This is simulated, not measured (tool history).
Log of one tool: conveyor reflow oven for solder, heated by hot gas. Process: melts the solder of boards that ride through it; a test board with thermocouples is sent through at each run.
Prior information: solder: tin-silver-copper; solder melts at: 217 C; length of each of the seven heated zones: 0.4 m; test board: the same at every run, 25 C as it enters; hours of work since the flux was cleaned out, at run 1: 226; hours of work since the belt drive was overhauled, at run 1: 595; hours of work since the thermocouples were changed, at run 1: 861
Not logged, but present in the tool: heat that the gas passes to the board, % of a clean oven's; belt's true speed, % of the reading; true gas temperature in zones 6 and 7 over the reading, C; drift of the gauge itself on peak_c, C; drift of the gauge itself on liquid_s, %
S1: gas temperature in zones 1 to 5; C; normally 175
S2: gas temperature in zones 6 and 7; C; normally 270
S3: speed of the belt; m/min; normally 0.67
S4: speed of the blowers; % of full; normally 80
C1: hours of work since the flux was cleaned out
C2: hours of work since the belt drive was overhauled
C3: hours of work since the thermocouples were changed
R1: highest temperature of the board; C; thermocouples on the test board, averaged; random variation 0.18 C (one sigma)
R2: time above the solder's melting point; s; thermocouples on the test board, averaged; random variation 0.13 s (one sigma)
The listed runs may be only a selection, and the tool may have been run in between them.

run     day   S1   S2     S3  S4   C1   C2   C3     R1    R2
  1       0  175  270   0.67  80  226  595  861  252.4  54.1
  2   0.983  175  270   0.67  80  241  610  876  252.1  53.9
  3   1.796  166  270   0.67  80  253  622  888  250.6  49.6
  4   2.629  166  270   0.67  80  266  635  901  250.4  49.8
  5   3.229  166  270   0.67  64  275  644  910  245.1  44.1
      4.179  -- thermocouples of zones 6 and 7 changed
  6   4.179  166  270   0.67  77  288  657    0  250.3  49.3
  7   4.933  175  270   0.67  63  300  669   12  247.5    49
      5.562  -- flux residue cleaned out of gas plates and filters
  8   5.812  175  270   0.67  63    4  679   22  249.5  51.2
  9    6.85  175  270   0.67  63   20  695   38  249.7  51.3
 10   7.408  175  270  0.565  80   28  704   46  259.4  71.3
 11   8.288  175  270  0.565  80   42  717   60  259.6  70.7
 12   8.938  175  270   0.67  53   52  727   70  244.7    46
 13   9.596  175  270   0.67  53   62  737   80    245    46
 14  10.408  175  270   0.67  56   74  750   92  246.5  47.6
 15  10.933  175  270   0.67  56   82  758  100  246.3  47.7
 16  11.379  188  273   0.67  77   89  764  107  258.5  62.7
 17  12.158  188  273   0.67  77  101  776  119  258.6  62.6
 18  12.642  162  270   0.67  61  108  784  126    245  42.9
 19  13.512  162  270   0.67  61  122  797  140  245.1  42.9
 20  14.229  169  281  0.604  53  133  808  151  256.8  59.9
 21  14.917  165  284  0.575  70  143  819  161  266.8  69.5
 22  15.617  183  266  0.701  66  154  829  172  246.5    49
 23  16.388  183  266  0.701  66  166  841  184  246.1  48.9
 24  17.038  175  276  0.701  66  176  851  194  252.5  50.8
 25  17.583  178  276  0.701  52  184  860  202  247.1  46.1
 26  18.525  163  275  0.632  58  199  874  217  249.8  50.2
 27  19.012  186  274  0.785  66  206  881  224    249  45.4
 28   20.05  171  259   0.67  55  222  897  240  234.6  34.1
 29  20.958  171  259   0.67  55  236  911  254  234.3  33.8
 30  21.592  166  260  0.686  89  245  921  263  244.2  44.5

How would selected steps in R1 from run to run divide? Give the signed amount a tool lacking its hidden state would still show from settings, what came in and random variation, and the signed amount left for the hidden state, including any gauge scatter that is not in both of the compared results.
Run 5 -> 6: S4 64 -> 77, thermocouples of zones 6 and 7 changed. R1 +5.2 C: hidden state +0.9, all else +4.3.
Run 7 -> 8: flux residue cleaned out of gas plates and filters. R1 +2 C: hidden state +1.9, all else +0.1.
Run 11 -> 12: S3 0.565 -> 0.67, S4 80 -> 53. R1 -14.9 C: hidden state +0, all else -14.9.
Run 21 -> 22: S1 165 -> 183, S2 284 -> 266, S3 0.575 -> 0.701, S4 70 -> 66. R1 -20.3 C: hidden state +0, all else -20.3.
Run 27 -> 28: S1 186 -> 171, S2 274 -> 259, S3 0.785 -> 0.67, S4 66 -> 55. R1 -14.4 C: hidden state +0.2, all else -14.6.
Run 29 -> 30: S1 171 -> 166, S2 259 -> 260, S3 0.67 -> 0.686, S4 55 -> 89. R1 +9.9 C: hidden state -0.6, all else +10.5.

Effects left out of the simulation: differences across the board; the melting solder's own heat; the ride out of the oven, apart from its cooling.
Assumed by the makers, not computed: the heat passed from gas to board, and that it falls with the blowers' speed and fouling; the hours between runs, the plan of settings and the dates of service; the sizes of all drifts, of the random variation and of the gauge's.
